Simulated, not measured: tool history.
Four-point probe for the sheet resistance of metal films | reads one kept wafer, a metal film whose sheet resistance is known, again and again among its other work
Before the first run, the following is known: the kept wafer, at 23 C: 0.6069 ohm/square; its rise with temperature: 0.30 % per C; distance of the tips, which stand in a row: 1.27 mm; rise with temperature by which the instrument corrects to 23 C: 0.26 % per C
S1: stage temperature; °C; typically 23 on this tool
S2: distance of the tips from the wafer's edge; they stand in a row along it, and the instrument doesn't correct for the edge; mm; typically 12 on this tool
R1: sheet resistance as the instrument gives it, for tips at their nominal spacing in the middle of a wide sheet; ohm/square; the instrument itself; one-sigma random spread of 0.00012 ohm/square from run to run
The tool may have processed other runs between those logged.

{"run": 1, "hour": 0.0, "S1": 23, "S2": 12, "R1": 0.610618}
{"run": 2, "hour": 11.5, "S1": 23, "S2": 12, "R1": 0.610732}
{"run": 3, "hour": 26.2, "S1": 23, "S2": 12, "R1": 0.610546}
{"run": 4, "hour": 38.1, "S1": 23, "S2": 12, "R1": 0.610641}
{"run": 5, "hour": 50.5, "S1": 23, "S2": 12, "R1": 0.610629}
{"run": 6, "hour": 59.9, "S1": 23, "S2": 6, "R1": 0.621627}
{"run": 7, "hour": 77.4, "S1": 19, "S2": 12, "R1": 0.609788}
{"run": 8, "hour": 92.8, "S1": 19, "S2": 12, "R1": 0.609636}
{"run": 9, "hour": 107.9, "S1": 19, "S2": 12, "R1": 0.609773}
{"run": 10, "hour": 116.7, "S1": 19, "S2": 12, "R1": 0.60967}
{"run": 11, "hour": 126.5, "S1": 19, "S2": 12, "R1": 0.609501}
{"run": 12, "hour": 143.5, "S1": 23, "S2": 12, "R1": 0.610427}
{"run": 13, "hour": 161.6, "S1": 33, "S2": 12, "R1": 0.61283}
{"run": 14, "hour": 174.3, "S1": 23, "S2": 38, "R1": 0.607165}
{"run": 15, "hour": 189.6, "S1": 23, "S2": 38, "R1": 0.60729}
{"run": 16, "hour": 198.5, "S1": 23, "S2": 38, "R1": 0.607415}
{"run": 17, "hour": 210.1, "S1": 23, "S2": 38, "R1": 0.607284}
{"run": 18, "hour": 220.4, "S1": 24, "S2": 13, "R1": 0.610377}
{"run": 19, "hour": 236.5, "S1": 24, "S2": 13, "R1": 0.61023}
{"run": 20, "hour": 245.4, "S1": 24, "S2": 12, "R1": 0.610769}
{"run": 21, "hour": 261.4, "S1": 23, "S2": 3, "R1": 0.659989}
{"run": 22, "hour": 279.7, "S1": 28, "S2": 13, "R1": 0.610996}

Expected results for the next run?
{"run": 23, "hour": 291.1, "S1": 19, "S2": 3, "R1": "?"}

R1: 0.65888 ohm/square
On a tool with no hidden condition, and with the same random variation, this run would have come out at R1 0.658874 ohm/square.

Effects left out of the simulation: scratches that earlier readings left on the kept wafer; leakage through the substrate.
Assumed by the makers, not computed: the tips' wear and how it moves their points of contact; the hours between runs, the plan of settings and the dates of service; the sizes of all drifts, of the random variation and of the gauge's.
